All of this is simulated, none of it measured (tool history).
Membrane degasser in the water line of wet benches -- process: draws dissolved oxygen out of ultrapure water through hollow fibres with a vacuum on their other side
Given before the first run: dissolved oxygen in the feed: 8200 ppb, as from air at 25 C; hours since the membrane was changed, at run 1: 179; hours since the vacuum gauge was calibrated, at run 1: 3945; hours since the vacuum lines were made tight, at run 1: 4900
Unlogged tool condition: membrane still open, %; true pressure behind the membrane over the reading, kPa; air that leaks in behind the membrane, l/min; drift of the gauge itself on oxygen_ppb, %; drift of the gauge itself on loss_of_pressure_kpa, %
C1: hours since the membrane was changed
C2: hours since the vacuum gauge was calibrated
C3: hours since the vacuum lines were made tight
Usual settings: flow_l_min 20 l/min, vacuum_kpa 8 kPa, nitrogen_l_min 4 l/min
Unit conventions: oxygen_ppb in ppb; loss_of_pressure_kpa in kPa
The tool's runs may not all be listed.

run 1 hour=0 | flow_l_min=20 vacuum_kpa=8 nitrogen_l_min=4 | C1=179 C2=3945 C3=4900 | oxygen_ppb=71.2 loss_of_pressure_kpa=46.31
run 2 hour=65.2 | flow_l_min=31 vacuum_kpa=8 nitrogen_l_min=4 | C1=244 C2=4010 C3=4965 | oxygen_ppb=126.5 loss_of_pressure_kpa=72.23
run 3 hour=180.6 | flow_l_min=20 vacuum_kpa=8 nitrogen_l_min=4 | C1=359 C2=4126 C3=5080 | oxygen_ppb=70.6 loss_of_pressure_kpa=46.26
run 4 hour=244.4 | flow_l_min=20 vacuum_kpa=8 nitrogen_l_min=4 | C1=423 C2=4190 C3=5144 | oxygen_ppb=70.1 loss_of_pressure_kpa=46.72
run 5 hour=355.1 | flow_l_min=20 vacuum_kpa=8 nitrogen_l_min=4 | C1=534 C2=4300 C3=5255 | oxygen_ppb=71.8 loss_of_pressure_kpa=46.32
run 6 hour=445.3 | flow_l_min=20 vacuum_kpa=8 nitrogen_l_min=4 | C1=624 C2=4390 C3=5345 | oxygen_ppb=69.2 loss_of_pressure_kpa=46.49
run 7 hour=531.6 | flow_l_min=20 vacuum_kpa=5.11 nitrogen_l_min=4 | C1=710 C2=4477 C3=5431 | oxygen_ppb=35.3 loss_of_pressure_kpa=46.59
run 8 hour=621.4 | flow_l_min=20 vacuum_kpa=5.11 nitrogen_l_min=4 | C1=800 C2=4567 C3=5521 | oxygen_ppb=36.2 loss_of_pressure_kpa=46.43
run 9 hour=689.9 | flow_l_min=20 vacuum_kpa=5.11 nitrogen_l_min=4 | C1=869 C2=4635 C3=5590 | oxygen_ppb=35.3 loss_of_pressure_kpa=46.49
run 10 hour=800 | flow_l_min=20 vacuum_kpa=5.17 nitrogen_l_min=4 | C1=979 C2=4745 C3=5700 | oxygen_ppb=36.1 loss_of_pressure_kpa=46.27
run 11 hour=869 | flow_l_min=20 vacuum_kpa=5.17 nitrogen_l_min=4 | C1=1048 C2=4814 C3=5769 | oxygen_ppb=35.8 loss_of_pressure_kpa=46.53
run 12 hour=974 | flow_l_min=20 vacuum_kpa=5.17 nitrogen_l_min=4 | C1=1153 C2=4919 C3=5874 | oxygen_ppb=36.5 loss_of_pressure_kpa=46.6
-- hour=990.2 seals of the vacuum lines changed
run 13 hour=1027.7 | flow_l_min=20 vacuum_kpa=8 nitrogen_l_min=11.67 | C1=1204 C2=4971 C3=38 | oxygen_ppb=32.2 loss_of_pressure_kpa=45.85
run 14 hour=1107.3 | flow_l_min=20 vacuum_kpa=8 nitrogen_l_min=11.67 | C1=1284 C2=5050 C3=117 | oxygen_ppb=33 loss_of_pressure_kpa=46.3
run 15 hour=1172.7 | flow_l_min=20 vacuum_kpa=8 nitrogen_l_min=11.67 | C1=1349 C2=5116 C3=183 | oxygen_ppb=32.8 loss_of_pressure_kpa=46.19
run 16 hour=1266.6 | flow_l_min=20 vacuum_kpa=8 nitrogen_l_min=11.67 | C1=1443 C2=5210 C3=276 | oxygen_ppb=33 loss_of_pressure_kpa=45.85
run 17 hour=1350.8 | flow_l_min=20 vacuum_kpa=8 nitrogen_l_min=11.67 | C1=1527 C2=5294 C3=361 | oxygen_ppb=32.9 loss_of_pressure_kpa=45.91
run 18 hour=1442.5 | flow_l_min=20 vacuum_kpa=8.95 nitrogen_l_min=11.67 | C1=1619 C2=5386 C3=452 | oxygen_ppb=37.7 loss_of_pressure_kpa=46.28
run 19 hour=1492 | flow_l_min=20 vacuum_kpa=5.74 nitrogen_l_min=2.12 | C1=1669 C2=5435 C3=502 | oxygen_ppb=69.9 loss_of_pressure_kpa=45.53
run 20 hour=1586.7 | flow_l_min=20 vacuum_kpa=9.27 nitrogen_l_min=7.53 | C1=1763 C2=5530 C3=597 | oxygen_ppb=51.6 loss_of_pressure_kpa=46.03
run 21 hour=1658.3 | flow_l_min=31 vacuum_kpa=5.06 nitrogen_l_min=1.7 | C1=1835 C2=5602 C3=668 | oxygen_ppb=117.1 loss_of_pressure_kpa=71.49
run 22 hour=1729.3 | flow_l_min=20 vacuum_kpa=8.78 nitrogen_l_min=4 | C1=1906 C2=5672 C3=739 | oxygen_ppb=80.8 loss_of_pressure_kpa=46.11
run 23 hour=1784.4 | flow_l_min=20 vacuum_kpa=8.78 nitrogen_l_min=4 | C1=1961 C2=5728 C3=794 | oxygen_ppb=80.2 loss_of_pressure_kpa=45.8
run 24 hour=1903.6 | flow_l_min=20 vacuum_kpa=8 nitrogen_l_min=2.57 | C1=2080 C2=5847 C3=913 | oxygen_ppb=101.6 loss_of_pressure_kpa=45.74
run 25 hour=1967.5 | flow_l_min=20 vacuum_kpa=8 nitrogen_l_min=2.57 | C1=2144 C2=5911 C3=977 | oxygen_ppb=99.8 loss_of_pressure_kpa=45.74
run 26 hour=2075.8 | flow_l_min=20 vacuum_kpa=8 nitrogen_l_min=2.57 | C1=2252 C2=6019 C3=1086 | oxygen_ppb=100 loss_of_pressure_kpa=45.63
run 27 hour=2194.5 | flow_l_min=20 vacuum_kpa=8 nitrogen_l_min=2.57 | C1=2371 C2=6138 C3=1204 | oxygen_ppb=99.7 loss_of_pressure_kpa=45.61
run 28 hour=2272.6 | flow_l_min=20 vacuum_kpa=8 nitrogen_l_min=2.57 | C1=2449 C2=6216 C3=1282 | oxygen_ppb=99.6 loss_of_pressure_kpa=45.68
run 29 hour=2392.7 | flow_l_min=20 vacuum_kpa=16.93 nitrogen_l_min=2.82 | C1=2569 C2=6336 C3=1403 | oxygen_ppb=242.9 loss_of_pressure_kpa=45.54
run 30 hour=2504.6 | flow_l_min=20 vacuum_kpa=16.93 nitrogen_l_min=2.82 | C1=2681 C2=6448 C3=1514 | oxygen_ppb=239.1 loss_of_pressure_kpa=45.71
run 31 hour=2562.3 | flow_l_min=20 vacuum_kpa=16.93 nitrogen_l_min=2.82 | C1=2739 C2=6506 C3=1572 | oxygen_ppb=239.4 loss_of_pressure_kpa=45.47

Hidden condition of the tool, last listed run before each entry between runs versus first listed run after:
Run 12 -> run 13: seals of the vacuum lines changed (hour 990.2)
  air that leaks in behind the membrane, l/min: 0.0026 -> 0.002; drift of the gauge itself on loss_of_pressure_kpa, %: -1.02 -> -1.08
  measured result minus the result with no hidden state, loss_of_pressure_kpa: -0.47 -> -0.48 kPa
